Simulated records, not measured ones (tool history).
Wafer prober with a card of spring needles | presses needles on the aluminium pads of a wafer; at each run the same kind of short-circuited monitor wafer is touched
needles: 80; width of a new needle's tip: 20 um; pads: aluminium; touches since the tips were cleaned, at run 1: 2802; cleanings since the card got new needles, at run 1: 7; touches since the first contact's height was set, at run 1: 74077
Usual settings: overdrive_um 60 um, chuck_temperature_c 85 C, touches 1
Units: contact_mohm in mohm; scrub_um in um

run,day,overdrive_um,chuck_temperature_c,touches,touches since the tips were cleaned,cleanings since the card got new needles,touches since the first contact's height was set,contact_mohm,scrub_um
1,0.000,60,85,1,2802,7,74077,266,15.803
2,0.579,60,85,1,5236,7,76511,269,15.804
# day 1.033: height of the first contact set anew
3,1.050,60,38,1,7178,7,86,258,15.888
# day 1.475: tips cleaned on abrasive film
4,1.479,60,85,1,25,8,1870,276,15.898
5,2.225,60,38,1,3156,8,5001,262,15.901
6,2.829,60,97,1,5701,8,7546,272,15.886
7,3.208,60,85,1,7307,8,9152,268,15.887
# day 3.646: tips cleaned on abrasive film
8,3.696,60,85,1,216,9,11180,244,15.891
# day 3.992: tips cleaned on abrasive film, once more
9,4.300,60,85,1,1305,10,13711,259,15.869
10,4.988,60,85,1,4193,10,16599,269,15.871
11,5.496,60,85,1,6337,10,18743,269,15.867
# day 6.125: tips cleaned on abrasive film
12,6.229,60,37,1,448,11,21817,242,15.865
13,6.542,60,85,1,1765,11,23134,259,15.865
14,7.229,60,85,1,4662,11,26031,267,15.862
15,7.912,41,85,1,7529,11,28898,307,10.840
# day 8.271: tips cleaned on abrasive film
16,8.650,41,85,1,1604,12,31996,286,10.811
17,9.267,41,85,1,4199,12,34591,306,10.814
18,9.571,41,85,2,5484,12,35876,285,10.814
19,10.262,41,108,2,8384,12,38776,287,10.808
# day 10.392: tips cleaned on abrasive film
20,10.879,41,108,2,2055,13,41363,281,10.797
21,11.412,41,81,1,4298,13,43606,303,10.793
22,12.071,69,68,1,7060,13,46368,255,18.215
# day 12.538: tips cleaned on abrasive film
23,12.654,42,63,2,492,14,48814,253,11.042
24,13.292,42,63,2,3171,14,51493,275,11.038
25,14.008,69,113,2,6195,14,54517,259,18.200
26,14.475,51,113,3,8162,14,56484,263,13.440
# day 14.671: tips cleaned on abrasive film
27,14.842,51,113,3,723,15,58004,255,13.413
28,15.542,51,113,3,3672,15,60953,264,13.413
29,16.288,51,113,3,6821,15,64102,263,13.405
# day 16.804: tips cleaned on abrasive film
30,16.904,51,113,3,408,16,66666,257,13.393
31,17.267,79,51,1,1951,16,68209,236,20.821
32,17.875,46,85,3,4501,16,70759,268,12.076
33,18.221,46,85,2,5964,16,72222,277,12.067
34,18.883,43,66,2,8752,16,75010,277,11.278

Hidden state or all else? Some run-to-run changes of contact_mohm, split into what the settings, what came in and random variation would give without the hidden state, and what is left for the hidden state (with any gauge scatter that isn't in both results):
The hidden state here: debris on the tips, nm; way that the needles fall short of the set height, um; tips' diameter, um; drift of the gauge itself on contact_mohm, %; drift of the gauge itself on scrub_um, %.
Run 14 -> 15: overdrive_um 60 -> 41. contact_mohm +40 mohm: hidden state +31, all else +9.
Run 20 -> 21: chuck_temperature_c 108 -> 81, touches 2 -> 1. contact_mohm +22 mohm: hidden state +30, all else -8.
Run 21 -> 22: overdrive_um 41 -> 69, chuck_temperature_c 81 -> 68. contact_mohm -48 mohm: hidden state -31, all else -17.
Run 31 -> 32: overdrive_um 79 -> 46, chuck_temperature_c 51 -> 85, touches 1 -> 3. contact_mohm +32 mohm: hidden state +4, all else +28.
